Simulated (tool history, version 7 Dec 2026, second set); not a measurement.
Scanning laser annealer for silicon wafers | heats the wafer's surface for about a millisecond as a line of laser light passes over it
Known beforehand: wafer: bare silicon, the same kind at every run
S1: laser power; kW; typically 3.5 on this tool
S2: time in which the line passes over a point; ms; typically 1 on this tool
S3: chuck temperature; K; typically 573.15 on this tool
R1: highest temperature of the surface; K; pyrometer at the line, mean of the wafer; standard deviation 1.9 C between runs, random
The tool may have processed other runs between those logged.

Run 1, hour 0: usual settings. Result: R1 1408.15 K.
Run 2, hour 58.3: usual settings but S3 567.15 K. Result: R1 1399.15 K.
Run 3, hour 95.7: usual settings but S3 567.15 K. Result: R1 1401.15 K.
Run 4, hour 140.8: usual settings but S3 567.15 K. Result: R1 1399.15 K.
Run 5, hour 196: usual settings but S3 567.15 K. Result: R1 1399.15 K.
Run 6, hour 238.4: usual settings. Result: R1 1405.15 K.
Run 7, hour 290.5: usual settings. Result: R1 1402.15 K.
Run 8, hour 336.4: usual settings. Result: R1 1403.15 K.
Run 9, hour 370: usual settings. Result: R1 1405.15 K.
At hour 401.9: optics aligned, line set to its width.
Run 10, hour 403.2: usual settings but S1 3.093 kW. Result: R1 1311.15 K.
Run 11, hour 432: usual settings but S1 3.093 kW. Result: R1 1314.15 K.
Run 12, hour 494.5: usual settings but S1 3.393 kW, S2 0.78 ms, S3 550.15 K. Result: R1 1262.15 K.
Run 13, hour 555.7: usual settings but S1 3.749 kW, S2 0.71 ms, S3 583.15 K. Result: R1 1333.15 K.
Run 14, hour 582.4: usual settings but S3 572.15 K. Result: R1 1395.15 K.
Run 15, hour 620.1: usual settings but S3 572.15 K. Result: R1 1395.15 K.
Run 16, hour 651.5: usual settings but S1 3.111 kW, S2 0.77 ms, S3 544.15 K. Result: R1 1200.15 K.
At hour 673.1: window over the wafer cleaned.
At hour 717.1: optics aligned, line set to its width, once more.
Run 17, hour 717.1: usual settings but S1 3.111 kW, S2 0.77 ms, S3 549.15 K. Result: R1 1219.15 K.
Run 18, hour 777.8: usual settings but S1 3.036 kW, S2 1.09 ms, S3 575.15 K. Result: R1 1347.15 K.
Run 19, hour 828: usual settings but S1 3.036 kW, S2 1.09 ms, S3 575.15 K. Result: R1 1343.15 K.
Run 20, hour 865.5: usual settings but S1 3.099 kW. Result: R1 1326.15 K.
Run 21, hour 924.8: usual settings but S1 3.654 kW, S2 1.14 ms. Result: R1 1499.15 K.
Run 22, hour 979.4: usual settings but S2 0.84 ms, S3 550.15 K. Result: R1 1325.15 K.

Table of differences, measured result less the result of that run with no hidden state. Run-to-run variation is the same in both. Gauge scatter possibly is not:
Hidden state present: light that passes the window, % of a clean one's; laser's true power over the reading, %; width of the line over the set one, %; drift of the gauge itself on peak_c, C.
run   R1
  1   -5
  2   -6
  3   -6
  4   -7
  5   -8
  6   -8
  7   -9
  8  -10
  9  -10
 10  -12
 11  -12
 12  -13
 13  -14
 14  -16
 15  -17
 16  -13
 17   +2
 18   +2
 19   +1
 20   +0
 21   +0
 22   -2

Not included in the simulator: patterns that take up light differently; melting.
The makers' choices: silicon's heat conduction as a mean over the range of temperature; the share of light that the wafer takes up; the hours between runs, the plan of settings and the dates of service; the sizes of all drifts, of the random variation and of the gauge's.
